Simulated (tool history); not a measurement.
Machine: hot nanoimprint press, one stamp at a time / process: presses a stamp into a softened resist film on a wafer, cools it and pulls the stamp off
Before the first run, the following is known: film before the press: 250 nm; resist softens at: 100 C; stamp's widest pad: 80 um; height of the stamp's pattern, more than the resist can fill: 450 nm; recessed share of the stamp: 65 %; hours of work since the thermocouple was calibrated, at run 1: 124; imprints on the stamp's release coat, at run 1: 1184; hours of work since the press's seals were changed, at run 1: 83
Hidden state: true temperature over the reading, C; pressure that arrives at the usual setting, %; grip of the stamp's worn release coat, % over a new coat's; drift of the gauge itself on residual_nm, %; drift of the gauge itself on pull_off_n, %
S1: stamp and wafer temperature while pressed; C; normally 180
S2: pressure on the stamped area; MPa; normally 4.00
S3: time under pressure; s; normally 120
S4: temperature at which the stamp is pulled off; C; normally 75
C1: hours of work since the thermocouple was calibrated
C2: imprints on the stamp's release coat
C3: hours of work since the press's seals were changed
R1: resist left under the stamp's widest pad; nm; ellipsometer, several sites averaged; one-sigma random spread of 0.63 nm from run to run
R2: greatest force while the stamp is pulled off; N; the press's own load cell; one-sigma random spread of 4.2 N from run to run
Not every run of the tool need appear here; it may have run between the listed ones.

run   hour   S1    S2   S3  S4   C1    C2   C3     R1   R2
  1    0.0  180  4.00  120  75  124  1184   83   92.2  237
  2    6.9  180  4.00  120  75  128  1195   86   93.8  246
  3   16.3  180  4.00  120  75  133  1210   91   93.3  241
  4   20.6  180  4.00  120  75  135  1217   94   92.9  232
  5   27.4  180  4.00  120  75  139  1228   97   93.1  240
  6   33.1  180  4.00  154  75  142  1237  100   86.7  247
  7   37.2  180  4.00  154  75  144  1244  103   85.4  247
  8   42.0  180  4.00   87  75  147  1251  105  104.0  247
  9   51.4  180  4.00   87  75  152  1266  110  104.1  245
 10   56.5  180  4.00  120  75  154  1275  113   93.3  233
 11   61.6  180  4.00  120  75  157  1283  116   93.9  251
 12   70.0  180  3.86  120  75  162  1296  120   95.0  243
 13   74.3  180  3.86  120  75  164  1303  122   95.0  238
 14   83.7  180  3.86  120  75  169  1318  127   95.2  235
 15   93.1  180  3.86  120  75  174  1333  132   94.2  246
 16  102.1  180  3.86  120  75  179  1347  137   95.3  239
 17  110.1  180  3.86  120  75  183  1360  141   94.7  249
 18  114.7  180  2.80  108  71  185  1368  144  118.5  249
 19  118.7  184  4.17  120  75  187  1374  146   78.6  255
 20  126.1  180  4.00  102  75  191  1386  150   98.5  244
 21  134.1  180  5.75  120  75  196  1399  154   73.2  249
 22  142.5  186  3.05  159  75  200  1412  159   81.2  254
 23  150.6  186  3.05  159  75  204  1425  163   81.0  250
 24  156.7  186  3.05  159  75  208  1435  166   80.6  246
 25  161.1  174  2.66  177  75  210  1442  168  126.2  245
 26  167.4  168  6.00  131  63  213  1452  172  111.1  273
 27  175.1  180  2.41  167  75  217  1464  176  112.3  248

Below, each run's measurement less what the same run would have read without the hidden state. Both values contain the same run-to-run variation, but the gauge's scatter may not be the same in both:
run    R1   R2
  1  -0.8  +36
  2  -0.7  +38
  3  -0.7  +37
  4  -0.8  +36
  5  -0.8  +38
  6  -0.8  +39
  7  -0.8  +39
  8  -0.9  +39
  9  -0.9  +39
 10  -0.8  +37
 11  -0.9  +41
 12  -0.9  +39
 13  -0.9  +39
 14  -1.0  +39
 15  -0.9  +41
 16  -1.0  +40
 17  -0.9  +42
 18  -1.4  +42
 19  -0.7  +44
 20  -1.0  +42
 21  -0.6  +43
 22  -0.9  +45
 23  -0.9  +45
 24  -0.9  +43
 25  -1.7  +44
 26  -1.1  +48
 27  -1.5  +45
